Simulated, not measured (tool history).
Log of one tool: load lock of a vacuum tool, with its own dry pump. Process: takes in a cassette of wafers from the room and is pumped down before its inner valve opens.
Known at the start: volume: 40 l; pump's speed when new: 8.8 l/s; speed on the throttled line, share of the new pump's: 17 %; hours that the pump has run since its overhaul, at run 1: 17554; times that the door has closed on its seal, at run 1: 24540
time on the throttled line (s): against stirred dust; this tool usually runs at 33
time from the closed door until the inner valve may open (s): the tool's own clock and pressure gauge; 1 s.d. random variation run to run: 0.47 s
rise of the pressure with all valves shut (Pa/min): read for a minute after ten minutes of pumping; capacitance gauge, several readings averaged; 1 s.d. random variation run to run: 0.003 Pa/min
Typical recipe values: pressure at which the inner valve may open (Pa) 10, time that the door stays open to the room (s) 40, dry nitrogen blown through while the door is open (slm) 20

run	hour	time on the throttled line (s)	pressure at which the inner valve may open (Pa)	time that the door stays open to the room (s)	dry nitrogen blown through while the door is open (slm)	hours that the pump has run since its overhaul	times that the door has closed on its seal	incoming humidity of the room's air, %	time from the closed door until the inner valve may open (s)	rise of the pressure with all valves shut (Pa/min)
1	0	33	10	40	20	17554	24540	43.1	78.2	0.113
# hour 172.9: dry pump taken out, an overhauled one fitted
2	546.5	33	10	112	20	374	25976	42.6	69.7	0.129
3	1051.7	33	10	112	28	879	27318	46.6	69.1	0.136
4	1383.8	33	10	112	28	1211	28199	44.2	69.2	0.136
5	1929.7	51	10	40	20	1757	29649	42.9	85.4	0.141
6	2433.5	51	10	40	20	2261	30987	45.4	85.2	0.15
7	3005.7	51	10	40	20	2833	32507	46.6	85.2	0.148
8	3384.7	33	10	40	20	3212	33513	41.9	70.5	0.161
9	3845.9	33	10	40	20	3673	34738	42.4	70.6	0.17
10	4447	33	10	40	20	4274	36335	46.9	70.8	0.176
11	5064.5	33	10	40	9	4892	37975	45.9	72	0.205
12	5406.5	33	10	40	9	5234	38883	46	72.1	0.211
13	5820.2	33	10	40	9	5647	39982	43.5	72.1	0.214
14	6162.5	33	10	40	9	5990	40891	43.8	72.2	0.217
15	6782.2	33	10	40	20	6609	42536	46.1	72.8	0.222
16	7391.4	33	10	40	7	7219	44154	41.4	73.3	0.248
17	8074.8	33	10	40	6	7902	45969	43.9	73.4	0.262
18	8722.6	33	8	40	20	8550	47689	46	74.7	0.27
19	9330.6	33	8	40	20	9158	49304	44.6	75.1	0.281
20	9758	33	11	200	20	9585	50439	45.4	73.8	0.309
21	10405.9	56	13	91	20	10233	52160	47.7	92	0.318
22	10858.8	56	13	69	6	10686	53363	44	90.8	0.337
23	11288.4	33	10	124	20	11115	54504	41.6	74.6	0.348
24	11927.1	33	17	40	20	11754	56200	43.4	72.6	0.346
# hour 12321.9: door's seal changed, seat wiped
25	12510	27	10	44	16	12336	500	44.8	70.9	0.024
26	13148.8	52	17	157	11	12974	2196	45.9	88.7	0.055
27	13484.7	52	17	157	34	13310	3089	46.2	88.5	0.033
28	13881.4	64	10	157	34	13707	4142	45.6	101.9	0.035
29	14331.2	46	19	53	8	14157	5337	42.3	84.3	0.049
30	14754.5	46	11	39	8	14580	6461	45.3	88.6	0.046
31	15112	46	12	181	8	14938	7410	45.4	87.3	0.08
32	15437.3	27	8	38	20	15263	8274	45.1	74.7	0.036
33	16100.6	42	10	40	20	15926	10036	47	85.1	0.046
34	16542.4	33	10	41	20	16368	11209	46.8	77.4	0.047

Some steps in time from the closed door until the inner valve may open (s) between neighbouring runs. How much of each would the tool show without its hidden state too (settings, what came in, random variation), and how much is left for the hidden state, with any gauge scatter that isn't in both results?
Hidden state present: pump's speed, % of a new pump's; leak at the door's seal, Pa l/s; drift of the gauge itself on ready_s, %; drift of the gauge itself on rise_pa_min, %.
Run 1 -> 2: time that the door stays open to the room (s) 40 -> 112, dry pump taken out, an overhauled one fitted. time from the closed door until the inner valve may open (s) -8.5: hidden state -9.2, all else +0.7.
Run 20 -> 21: time on the throttled line (s) 33 -> 56, pressure at which the inner valve may open (Pa) 11 -> 13, time that the door stays open to the room (s) 200 -> 91. time from the closed door until the inner valve may open (s) +18.2: hidden state -0.4, all else +18.6.
Run 24 -> 25: time on the throttled line (s) 33 -> 27, pressure at which the inner valve may open (Pa) 17 -> 10, time that the door stays open to the room (s) 40 -> 44, dry nitrogen blown through while the door is open (slm) 20 -> 16, door's seal changed, seat wiped. time from the closed door until the inner valve may open (s) -1.7: hidden state +1.1, all else -2.8.
Run 25 -> 26: time on the throttled line (s) 27 -> 52, pressure at which the inner valve may open (Pa) 10 -> 17, time that the door stays open to the room (s) 44 -> 157, dry nitrogen blown through while the door is open (slm) 16 -> 11. time from the closed door until the inner valve may open (s) +17.8: hidden state -0.9, all else +18.7.
Run 28 -> 29: time on the throttled line (s) 64 -> 46, pressure at which the inner valve may open (Pa) 10 -> 19, time that the door stays open to the room (s) 157 -> 53, dry nitrogen blown through while the door is open (slm) 34 -> 8. time from the closed door until the inner valve may open (s) -17.6: hidden state +0.4, all else -18.
Run 31 -> 32: time on the throttled line (s) 46 -> 27, pressure at which the inner valve may open (Pa) 12 -> 8, time that the door stays open to the room (s) 181 -> 38, dry nitrogen blown through while the door is open (slm) 8 -> 20. time from the closed door until the inner valve may open (s) -12.6: hidden state +1.3, all else -13.9.
